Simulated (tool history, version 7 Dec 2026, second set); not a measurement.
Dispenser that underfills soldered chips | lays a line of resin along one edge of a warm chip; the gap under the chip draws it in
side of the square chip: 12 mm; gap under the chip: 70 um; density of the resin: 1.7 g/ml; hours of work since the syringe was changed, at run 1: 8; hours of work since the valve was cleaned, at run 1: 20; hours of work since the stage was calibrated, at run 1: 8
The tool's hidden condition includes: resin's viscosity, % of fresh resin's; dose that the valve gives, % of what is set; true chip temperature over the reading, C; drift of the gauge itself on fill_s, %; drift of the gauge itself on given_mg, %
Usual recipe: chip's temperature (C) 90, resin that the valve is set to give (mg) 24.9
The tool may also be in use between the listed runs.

run  hour  chip's temperature (C)  resin that the valve is set to give (mg)  hours of work since the syringe was changed  hours of work since the valve was cleaned  hours of work since the stage was calibrated  time until the resin shows at the far edge (s)  resin that the valve gave (mg)
  1   0.0                      90                                      24.9                                            8                                         20                                             8                                           200.0                           24.60
      2.2  -- new syringe of resin
  2   4.5                      90                                      24.9                                            2                                         24                                            11                                           148.2                           24.76
  3   7.4                      93                                      24.9                                            4                                         26                                            13                                           142.1                           24.67
  4  11.7                      93                                      24.9                                            7                                         29                                            16                                           164.3                           24.60
     15.2  -- new syringe of resin
  5  17.9                      93                                      24.9                                            2                                         33                                            21                                           129.7                           24.51
  6  20.6                      80                                      24.9                                            4                                         35                                            23                                           269.1                           24.53
  7  23.5                      80                                      24.9                                            6                                         37                                            25                                           293.7                           24.47
  8  26.4                      80                                      24.9                                            8                                         40                                            27                                           328.7                           24.43
     28.2  -- new syringe of resin
  9  29.3                      80                                      24.9                                            1                                         41                                            29                                           232.3                           24.42
 10  32.7                      80                                      24.9                                            3                                         44                                            31                                           263.7                           24.41
 11  37.2                      80                                      24.9                                            7                                         47                                            35                                           306.0                           24.46
 12  40.6                      80                                      24.9                                            9                                         50                                            37                                           341.6                           24.39
     41.3  -- new syringe of resin
 13  45.1                      84                                      24.9                                            3                                         53                                            40                                           209.8                           24.27
 14  51.4                      84                                      24.9                                            8                                         58                                            45                                           265.0                           24.36

Run 15, settings as shown, results not yet in. Your forecast:
     54.2  -- new syringe of resin
 15  58.0                      80                                      24.8                                            3                                         62                                            50                                               ?                               ?

time until the resin shows at the far edge (s): 261.4
resin that the valve gave (mg): 24.25
Were there no unlogged condition in the tool, this run, its random variation unchanged, would have produced time until the resin shows at the far edge (s) 221.5, resin that the valve gave (mg) 24.84.

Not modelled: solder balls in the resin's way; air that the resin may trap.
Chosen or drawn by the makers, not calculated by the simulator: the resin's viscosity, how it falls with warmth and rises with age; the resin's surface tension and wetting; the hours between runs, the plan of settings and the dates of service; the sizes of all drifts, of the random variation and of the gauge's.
